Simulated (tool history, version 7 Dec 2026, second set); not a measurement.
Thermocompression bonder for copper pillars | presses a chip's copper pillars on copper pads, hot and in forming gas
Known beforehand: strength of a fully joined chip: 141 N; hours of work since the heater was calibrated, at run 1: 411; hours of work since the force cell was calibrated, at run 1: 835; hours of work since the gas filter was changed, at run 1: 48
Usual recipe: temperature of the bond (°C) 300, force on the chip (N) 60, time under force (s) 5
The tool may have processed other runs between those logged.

run	hour	temperature of the bond (°C)	force on the chip (N)	time under force (s)	hours of work since the heater was calibrated	hours of work since the force cell was calibrated	hours of work since the gas filter was changed	force that shears a chip off (N)
1	0.0	300	60	5	411	835	48	55.9
2	59.2	288	60	5	453	877	90	46.1
3	91.7	288	60	5	477	900	114	44.9
# hour 106.8: forming gas filter changed
4	152.8	300	60	10	520	944	33	71.9
5	219.7	300	60	10	568	992	81	69.2
# hour 276.7: forming gas filter changed
6	276.7	300	60	10	609	1032	0	74.5
7	346.8	300	60	10	659	1082	50	71.2
8	386.3	300	60	5	687	1111	78	54.4
9	432.2	290	60	5	720	1143	111	46.9
# hour 450.9: forming gas filter changed
10	499.7	290	60	5	768	1191	35	49.3
11	546.9	306	60	5	802	1225	69	58.4
12	591.4	287	60	5	833	1257	101	43.9
# hour 597.5: force cell calibrated
# hour 626.9: forming gas filter changed
13	642.4	287	60	5	869	32	11	45.6
14	711.7	300	72	5	918	81	61	57.3
15	748.1	300	72	5	944	107	87	57.4
# hour 798.9: forming gas filter changed
16	811.5	300	60	5	989	153	9	54.0
17	880.4	300	60	5	1039	202	58	53.2
18	917.1	300	60	5	1065	228	85	51.8
# hour 969.9: forming gas filter changed
19	971.6	300	45	5	1103	267	1	45.4
20	1018.2	300	45	5	1137	300	35	44.5
21	1077.8	322	78	9	1180	343	77	90.3
22	1137.5	302	60	5	1222	386	120	51.0
# hour 1142.4: forming gas filter changed
23	1201.2	314	36	5	1268	431	42	46.1
24	1230.7	314	36	5	1289	452	63	44.5
25	1260.8	311	37	7	1310	473	85	49.5
26	1292.1	273	89	5	1333	496	107	43.6
# hour 1313.8: forming gas filter changed
27	1325.6	281	71	5	1356	520	8	45.8
28	1381.5	300	39	3	1396	560	48	31.9
29	1450.6	282	53	10	1446	609	98	46.5
# hour 1478.2: heater calibrated with a thermocouple chip
# hour 1488.1: forming gas filter changed
30	1503.4	318	85	5	18	645	11	86.3
31	1555.6	300	64	5	55	682	48	59.3
32	1594.0	284	67	12	83	710	76	65.9
33	1636.7	326	44	3	113	740	106	50.2
# hour 1658.2: forming gas filter changed
34	1680.8	291	52	11	144	772	16	63.2
35	1737.2	291	52	11	185	812	57	61.9
36	1767.9	295	39	4	207	834	79	35.4
# hour 1827.7: forming gas filter changed
37	1840.6	320	84	8	258	886	9	97.1
38	1873.2	320	84	8	282	909	33	95.9
39	1919.2	288	68	8	315	942	65	60.6

What if the next run were any one of these 3? Each begins from the tool's condition after run 39:
A	1967.6	314	60	5	349	977	100	?
B	1967.6	301	40	12	349	977	100	?
C	1967.6	300	75	12	349	977	100	?

run	force that shears a chip off (N)
A	63.2
B	59.0
C	81.8
Without the tool's hidden state the same runs would have given:
run	force that shears a chip off (N)
A	67.9
B	63.4
C	88.1
